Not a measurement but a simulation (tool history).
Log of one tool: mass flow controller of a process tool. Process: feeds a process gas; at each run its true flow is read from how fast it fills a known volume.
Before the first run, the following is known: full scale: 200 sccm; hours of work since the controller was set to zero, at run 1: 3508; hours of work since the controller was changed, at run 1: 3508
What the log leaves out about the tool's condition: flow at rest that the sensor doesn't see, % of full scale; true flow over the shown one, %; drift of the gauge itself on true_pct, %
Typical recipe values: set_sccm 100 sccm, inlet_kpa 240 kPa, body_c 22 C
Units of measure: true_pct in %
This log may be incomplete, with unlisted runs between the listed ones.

run,hour,set_sccm,inlet_kpa,body_c,hours of work since the controller was set to zero,hours of work since the controller was changed,true_pct
1,0,100,240,22,3508,3508,100.25
2,186.8,100,240,22,3637,3637,100.42
3,315.4,100,240,23,3725,3725,100.38
4,555.6,100,240,23,3891,3891,100.5
5,789.2,100,240,24,4052,4052,100.49
6,1084.9,100,240,24,4256,4256,100.57
7,1347.4,100,240,24,4437,4437,100.6
8,1581.4,100,240,24,4598,4598,100.53
9,1848.2,100,240,22,4782,4782,100.89
# hour 1861.4: controller's zero set anew
10,2041.4,100,240,22,124,4915,101.25
11,2344.9,100,240,22,333,5124,101.4
12,2601.9,100,240,21,511,5301,101.54
# hour 2655.6: controller's zero set anew, once more
13,2748.2,100,240,35,64,5402,98.69
14,2894.8,100,240,21,165,5503,99.61
15,3086.7,100,240,21,297,5635,99.79
16,3216.5,100,240,21,387,5725,99.81
17,3460.7,100,240,21,555,5893,99.78
18,3725.4,100,192,21,738,6076,99.84
19,3988.6,100,192,21,919,6257,99.94
20,4202.1,100,192,33,1066,6404,99.17
# hour 4452.4: controller exchanged for a calibrated one
21,4501.5,91,164,37,34,34,97.81
22,4683,41,241,36,159,159,97.53
23,4951.5,72,200,36,344,344,97.99
24,5235.5,72,200,21,540,540,99.09
25,5385.4,100,240,38,643,643,98.3
26,5519.6,100,278,28,736,736,99.12
27,5697.7,88,212,25,859,859,99.17
28,5856.8,100,171,22,968,968,99.32
29,6072.3,100,217,30,1117,1117,98.94
30,6264,28,275,30,1249,1249,99.32
31,6460.9,100,239,34,1385,1385,98.79
32,6719.3,100,239,34,1563,1563,98.87

Here are 5 independent what-if runs from the current tool condition. What would each one return?
A,6920.9,100,252,24,1702,1702,?
B,6920.9,46,155,22,1702,1702,?
C,6920.9,31,240,26,1702,1702,?
D,6920.9,45,154,35,1702,1702,?
E,6920.9,40,240,25,1702,1702,?

run,true_pct
A,99.73
B,99.66
C,99.92
D,98.86
E,99.63
Take away the tool's hidden state, keep each run's random variation, and the runs would have read:
run,true_pct
A,98.93
B,98.23
C,97.93
D,97.41
E,98.03
